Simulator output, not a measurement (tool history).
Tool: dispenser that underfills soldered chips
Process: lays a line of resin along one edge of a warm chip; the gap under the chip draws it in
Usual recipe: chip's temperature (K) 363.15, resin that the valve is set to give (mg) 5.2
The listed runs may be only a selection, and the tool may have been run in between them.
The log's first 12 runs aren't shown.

run,hour,chip's temperature (K),resin that the valve is set to give (mg),time until the resin shows at the far edge (s),resin that the valve gave (mg)
13,62.5,363.15,5.2,30.5,5.08
# hour 67.3: new syringe of resin
14,68.9,353.15,5.2,36,5.07
15,75.2,353.15,5.2,52.6,5.03
16,78.2,352.15,5.2,66,5.04
# hour 79.4: new syringe of resin
17,85.5,352.15,5.2,48,5.04
18,90.6,353.15,5.2,60.7,4.98
# hour 91.5: new syringe of resin
19,95.3,354.15,4.53,40.4,4.34
20,100.7,361.15,4.74,39.1,4.55
# hour 103.3: new syringe of resin
21,106.2,363.15,5.87,22.2,5.64
22,112,363.15,5.87,30.9,5.65
# hour 115.1: new syringe of resin
23,118.3,352.15,5,41.7,4.78

What does the tool deliver on the next run?
24,125,371.15,5.51,?,?

Run 24 produced time until the resin shows at the far edge (s) 22.6, resin that the valve gave (mg) 5.27.
With the hidden condition absent and the run-to-run variation left alone, this run would have shown time until the resin shows at the far edge (s) 12.9, resin that the valve gave (mg) 5.52.

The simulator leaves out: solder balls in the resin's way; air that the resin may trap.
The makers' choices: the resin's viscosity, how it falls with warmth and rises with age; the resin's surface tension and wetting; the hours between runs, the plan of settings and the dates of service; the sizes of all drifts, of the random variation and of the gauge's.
